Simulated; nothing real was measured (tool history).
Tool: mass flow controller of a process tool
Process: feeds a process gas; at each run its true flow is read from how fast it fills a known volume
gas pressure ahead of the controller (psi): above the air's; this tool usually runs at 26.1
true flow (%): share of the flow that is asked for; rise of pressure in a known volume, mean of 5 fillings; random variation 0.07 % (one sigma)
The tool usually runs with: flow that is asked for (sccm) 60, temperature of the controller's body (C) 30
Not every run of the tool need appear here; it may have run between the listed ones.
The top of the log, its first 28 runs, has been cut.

run	hour	flow that is asked for (sccm)	gas pressure ahead of the controller (psi)	temperature of the controller's body (C)	true flow (%)
29	7144.4	60	23.2	35	95.46
30	7311.4	23	26	30	91.57
# hour 7508.1: controller's zero set anew, once more
31	7644.4	55	31.5	33	97.41
32	7916.7	55	31.5	33	97.32
33	8161.5	55	31.5	33	97.06
34	8322.1	91	30.6	24	97.27
35	8497.4	112	28.4	21	97.4
36	8734.5	27	27.8	26	95.34
37	9048.5	27	27.8	26	94.89
38	9379	60	29.3	30	96.21
39	9514.7	60	25.2	38	96.24
40	9773.3	60	25.2	38	96.11
41	10018.5	60	25.2	38	95.99
42	10185.4	60	20.7	38	95.62
43	10394.2	88	21.2	20	95.6
44	10535.2	34	29.4	20	93.77
45	10685.2	188	39.2	30	98.72
46	10944.2	49	27.7	34	94.87
47	11114.6	49	27.7	34	94.76
48	11291	22	26	30	91.47

Branching from run 48: 3 alternative next runs. What would each branch give?
A	11501.9	20	25.1	26	?
B	11501.9	128	20.6	27	?
C	11501.9	116	35.1	22	?

run	true flow (%)
A	90.68
B	96.2
C	96.44
With the hidden condition removed and each run's random variation left untouched, the same runs would have given:
run	true flow (%)
A	97.39
B	98.68
C	99
